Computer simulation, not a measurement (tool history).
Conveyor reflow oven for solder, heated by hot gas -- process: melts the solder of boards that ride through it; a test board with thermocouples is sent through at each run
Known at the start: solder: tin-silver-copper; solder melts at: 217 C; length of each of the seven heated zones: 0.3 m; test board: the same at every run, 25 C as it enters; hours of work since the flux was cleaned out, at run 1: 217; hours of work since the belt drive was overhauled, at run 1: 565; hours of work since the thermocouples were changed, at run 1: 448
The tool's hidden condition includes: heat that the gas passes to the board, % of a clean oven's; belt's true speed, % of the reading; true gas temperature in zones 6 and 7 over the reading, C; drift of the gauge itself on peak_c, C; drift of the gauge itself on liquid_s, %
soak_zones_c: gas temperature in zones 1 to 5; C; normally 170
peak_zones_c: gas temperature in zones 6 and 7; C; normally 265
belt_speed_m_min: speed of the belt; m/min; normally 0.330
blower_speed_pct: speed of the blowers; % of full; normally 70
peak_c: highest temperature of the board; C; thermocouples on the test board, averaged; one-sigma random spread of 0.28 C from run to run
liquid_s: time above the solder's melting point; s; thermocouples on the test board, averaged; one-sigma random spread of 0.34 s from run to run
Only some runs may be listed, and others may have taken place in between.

run   hour  soak_zones_c  peak_zones_c  belt_speed_m_min  blower_speed_pct  hours of work since the flux was cleaned out  hours of work since the belt drive was overhauled  hours of work since the thermocouples were changed  peak_c  liquid_s
  1    0.0           170           265             0.330                70                                           217                                                565                                                 448   250.3      80.4
  2   13.3           170           265             0.330                82                                           226                                                573                                                 457   252.5      82.4
  3   33.7           170           265             0.330                54                                           238                                                586                                                 469   247.0      74.5
  4   46.6           170           265             0.330                70                                           246                                                594                                                 477   250.6      79.1
  5   64.3           170           265             0.330                62                                           257                                                605                                                 488   248.6      76.9
      81.7  -- flux residue cleaned out of gas plates and filters
  6   96.3           170           265             0.330                62                                             9                                                621                                                 505   251.0      81.0
  7  123.5           170           265             0.330                70                                            26                                                638                                                 522   252.3      82.9
  8  138.3           170           271             0.330                70                                            35                                                648                                                 531   257.5      86.6
  9  152.6           170           271             0.330                70                                            44                                                656                                                 540   257.5      87.5
 10  180.1           170           271             0.330                70                                            61                                                674                                                 557   257.1      86.3
 11  198.0           170           265             0.330                71                                            73                                                685                                                 569   251.9      82.1
 12  218.7           170           265             0.330                71                                            85                                                698                                                 582   251.0      82.0
 13  242.5           170           265             0.330                71                                           100                                                713                                                 596   251.3      81.3
 14  254.9           181           270             0.308                65                                           108                                                720                                                 604   257.5      99.8
 15  269.4           157           270             0.276                65                                           117                                                729                                                 613   257.8     100.4
 16  286.7           157           270             0.276                65                                           128                                                740                                                 624   257.1      99.6
 17  301.9           157           270             0.276                65                                           137                                                750                                                 633   257.8      99.6
 18  318.4           158           270             0.276                80                                           148                                                760                                                 644   259.5     103.1
 19  343.4           170           263             0.330                70                                           163                                                775                                                 659   248.2      78.1
 20  359.3           157           255             0.330                53                                           173                                                785                                                 669   235.6      53.1
 21  381.9           183           265             0.330                70                                           187                                                799                                                 683   251.8      89.0

Below are 5 alternative next runs, each starting from the tool's condition after run 21. Predict each:
  A  403.6           168           265             0.325                70                                           201                                                813                                                 697       ?         ?
  B  403.6           178           273             0.330                75                                           201                                                813                                                 697       ?         ?
  C  403.6           166           265             0.330                70                                           201                                                813                                                 697       ?         ?
  D  403.6           178           265             0.346                74                                           201                                                813                                                 697       ?         ?
  E  403.6           165           279             0.330                57                                           201                                                813                                                 697       ?         ?

run  peak_c  liquid_s
  A   250.8      80.8
  B   259.9      92.5
  C   249.8      77.3
  D   250.7      80.2
  E   259.5      85.1
What these runs would have given with no unlogged condition in the tool:
run  peak_c  liquid_s
  A   254.8      84.8
  B   263.9      95.0
  C   253.8      81.4
  D   254.6      83.7
  E   263.4      88.1

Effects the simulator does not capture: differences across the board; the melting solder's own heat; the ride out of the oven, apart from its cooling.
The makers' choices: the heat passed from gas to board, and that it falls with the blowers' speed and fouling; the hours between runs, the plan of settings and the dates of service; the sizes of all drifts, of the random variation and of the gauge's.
